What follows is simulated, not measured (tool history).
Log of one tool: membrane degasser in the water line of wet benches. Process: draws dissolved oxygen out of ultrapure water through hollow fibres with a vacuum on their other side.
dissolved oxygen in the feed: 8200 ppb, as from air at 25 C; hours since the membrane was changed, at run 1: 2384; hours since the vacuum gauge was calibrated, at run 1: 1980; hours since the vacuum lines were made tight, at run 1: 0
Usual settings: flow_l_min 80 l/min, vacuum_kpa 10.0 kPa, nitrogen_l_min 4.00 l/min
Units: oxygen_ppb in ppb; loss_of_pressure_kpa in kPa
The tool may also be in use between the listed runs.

run,day,flow_l_min,vacuum_kpa,nitrogen_l_min,hours since the membrane was changed,hours since the vacuum gauge was calibrated,hours since the vacuum lines were made tight,oxygen_ppb,loss_of_pressure_kpa
1,0.000,80,10.0,4.00,2384,1980,0,372.2,63.65
2,1.596,80,10.0,4.00,2422,2018,38,373.7,64.01
3,3.083,80,10.0,4.00,2458,2054,74,370.4,63.81
4,4.600,80,10.0,4.00,2494,2090,110,368.6,63.61
5,5.629,80,10.0,4.00,2519,2115,135,375.3,63.54
6,7.604,80,17.6,4.00,2566,2162,182,674.4,63.77
7,8.754,80,17.6,4.00,2594,2190,210,664.1,63.74
8,9.792,80,17.6,4.00,2619,2215,235,675.3,63.64
9,11.362,128,10.0,4.00,2657,2253,273,701.1,101.84
10,12.450,128,19.8,4.00,2683,2279,299,1222.3,102.20
11,14.504,55,10.0,4.00,2732,2328,348,234.6,44.27
12,15.829,55,10.0,4.00,2764,2360,380,234.1,43.78
13,17.346,55,10.0,4.00,2800,2396,416,232.3,44.01
14,19.112,55,10.0,4.00,2843,2439,459,231.8,44.04
15,19.962,55,10.0,4.00,2863,2459,479,234.3,43.94
16,21.508,80,10.0,6.01,2900,2496,516,286.7,63.95
17,22.817,80,10.0,6.01,2931,2527,548,285.6,64.29
18,23.812,67,7.6,2.15,2955,2551,572,323.1,53.67
19,25.388,80,6.8,3.73,2993,2589,609,246.0,64.23
20,26.796,80,6.8,3.73,3027,2623,643,248.5,65.02
21,27.983,80,6.8,3.73,3055,2651,672,249.9,64.67
22,29.446,112,9.9,10.37,3091,2687,707,376.9,89.71
23,31.196,118,18.3,3.74,3133,2728,749,1118.6,94.65
24,33.208,98,11.7,3.74,3181,2777,797,587.9,78.90
25,35.038,98,11.7,3.74,3225,2821,841,599.0,79.00

The next listed run, before its measurement:
26,36.092,86,9.6,4.00,3250,2846,866,?,?

{"run 26": {"oxygen_ppb": 387.1, "loss_of_pressure_kpa": 69.66}}
Without the tool's hidden state the same run would have given oxygen_ppb 386.9 ppb, loss_of_pressure_kpa 68.49 kPa.
